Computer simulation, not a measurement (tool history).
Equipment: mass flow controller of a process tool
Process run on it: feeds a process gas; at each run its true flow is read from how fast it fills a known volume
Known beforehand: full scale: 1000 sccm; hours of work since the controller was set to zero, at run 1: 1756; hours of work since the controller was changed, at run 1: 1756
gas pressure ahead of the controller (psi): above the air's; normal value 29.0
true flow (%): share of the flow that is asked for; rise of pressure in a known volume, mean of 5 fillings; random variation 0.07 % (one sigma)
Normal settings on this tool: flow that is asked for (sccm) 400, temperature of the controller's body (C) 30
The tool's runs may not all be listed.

run,day,flow that is asked for (sccm),gas pressure ahead of the controller (psi),temperature of the controller's body (C),hours of work since the controller was set to zero,hours of work since the controller was changed,true flow (%)
1,0.000,400,29.0,30,1756,1756,98.60
2,2.154,400,29.0,30,1792,1792,98.63
3,6.021,400,29.0,30,1857,1857,98.61
4,9.492,400,29.0,30,1915,1915,98.66
5,13.079,400,37.9,30,1975,1975,98.69
6,15.925,199,37.9,30,2023,2023,98.16
7,17.912,199,37.9,30,2056,2056,98.19
8,22.038,199,37.9,30,2125,2125,98.23
9,25.504,199,37.9,24,2183,2183,97.94
10,29.475,199,37.9,24,2249,2249,98.11
11,31.821,199,37.9,33,2289,2289,98.52
12,34.396,199,37.9,33,2332,2332,98.56
13,36.788,199,37.9,33,2372,2372,98.54
14,40.008,199,37.9,33,2426,2426,98.64
15,43.296,199,37.9,33,2481,2481,98.70
16,47.658,303,25.4,30,2554,2554,99.19
# day 48.179: gauge calibrated
17,50.046,303,25.4,30,2594,2594,98.60
18,53.617,400,29.7,32,2653,2653,98.79
19,55.788,654,29.0,34,2690,2690,99.68
20,60.492,654,29.0,34,2768,2768,99.78

Forecast run 21:
21,64.492,654,29.0,34,2835,2835,?

true flow (%): 99.87
Take away the tool's hidden state, keep the run-to-run variation as it was, and the same run would have given true flow (%) 99.62.

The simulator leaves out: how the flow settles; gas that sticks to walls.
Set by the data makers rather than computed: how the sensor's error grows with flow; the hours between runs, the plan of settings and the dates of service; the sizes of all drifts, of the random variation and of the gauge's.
